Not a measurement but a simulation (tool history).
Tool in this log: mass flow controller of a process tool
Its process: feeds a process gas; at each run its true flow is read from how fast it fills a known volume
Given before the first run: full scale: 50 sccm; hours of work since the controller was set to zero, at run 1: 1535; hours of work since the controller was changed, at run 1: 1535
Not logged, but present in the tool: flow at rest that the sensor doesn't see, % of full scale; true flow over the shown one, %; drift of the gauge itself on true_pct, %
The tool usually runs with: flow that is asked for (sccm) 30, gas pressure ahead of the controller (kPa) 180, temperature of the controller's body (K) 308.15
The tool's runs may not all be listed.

run,hour,flow that is asked for (sccm),gas pressure ahead of the controller (kPa),temperature of the controller's body (K),hours of work since the controller was set to zero,hours of work since the controller was changed,true flow (%)
1,0.0,30,180,308.15,1535,1535,100.57
2,72.4,30,180,308.15,1593,1593,100.50
3,148.5,30,180,308.15,1653,1653,100.55
4,235.0,30,180,308.15,1723,1723,100.60
5,302.5,30,180,308.15,1777,1777,100.63
6,380.1,30,180,308.15,1839,1839,100.63
7,450.3,30,180,308.15,1895,1895,100.56
8,532.2,30,180,308.15,1960,1960,100.59
9,589.1,30,180,308.15,2006,2006,100.44
10,653.6,30,180,308.15,2057,2057,100.61
11,714.2,30,180,308.15,2106,2106,100.65
12,783.4,30,180,308.15,2161,2161,100.58
13,840.6,18,180,308.15,2207,2207,100.56
14,896.0,18,155,308.15,2251,2251,100.67
15,944.0,18,155,308.15,2290,2290,100.66
16,1009.1,18,155,308.15,2342,2342,100.73
17,1061.3,18,155,308.15,2384,2384,100.63
18,1144.3,7,180,308.15,2450,2450,100.53
19,1228.4,7,180,308.15,2517,2517,100.48
20,1282.4,7,180,308.15,2560,2560,100.59
21,1323.0,7,180,308.15,2593,2593,100.49
22,1404.5,7,200,295.15,2658,2658,99.57
23,1486.8,7,191,310.15,2724,2724,100.60
24,1541.9,33,182,310.15,2768,2768,100.67
25,1589.3,5,180,305.15,2806,2806,100.28
26,1624.4,27,180,298.15,2834,2834,100.06
27,1671.9,40,209,308.15,2872,2872,100.40
28,1742.0,7,154,304.15,2928,2928,100.39
29,1803.4,7,154,304.15,2977,2977,100.46
30,1842.0,12,190,297.15,3008,3008,99.70
31,1888.9,12,190,297.15,3046,3046,99.82
32,1941.2,30,244,308.15,3087,3087,100.15
33,2020.8,30,169,301.15,3151,3151,100.22
34,2089.4,5,142,308.15,3206,3206,100.65
35,2129.2,5,142,308.15,3238,3238,100.66

Branching from run 35: 5 alternative next runs. What would each branch give?
A,2193.5,5,142,294.15,3289,3289,?
B,2193.5,13,180,302.15,3289,3289,?
C,2193.5,6,239,312.15,3289,3289,?
D,2193.5,7,189,308.15,3289,3289,?
E,2193.5,5,142,297.15,3289,3289,?

run,true flow (%)
A,99.95
B,100.10
C,100.12
D,100.41
E,99.96
Without the tool's hidden state the same runs would have given:
run,true flow (%)
A,99.91
B,100.09
C,100.09
D,100.39
E,99.93
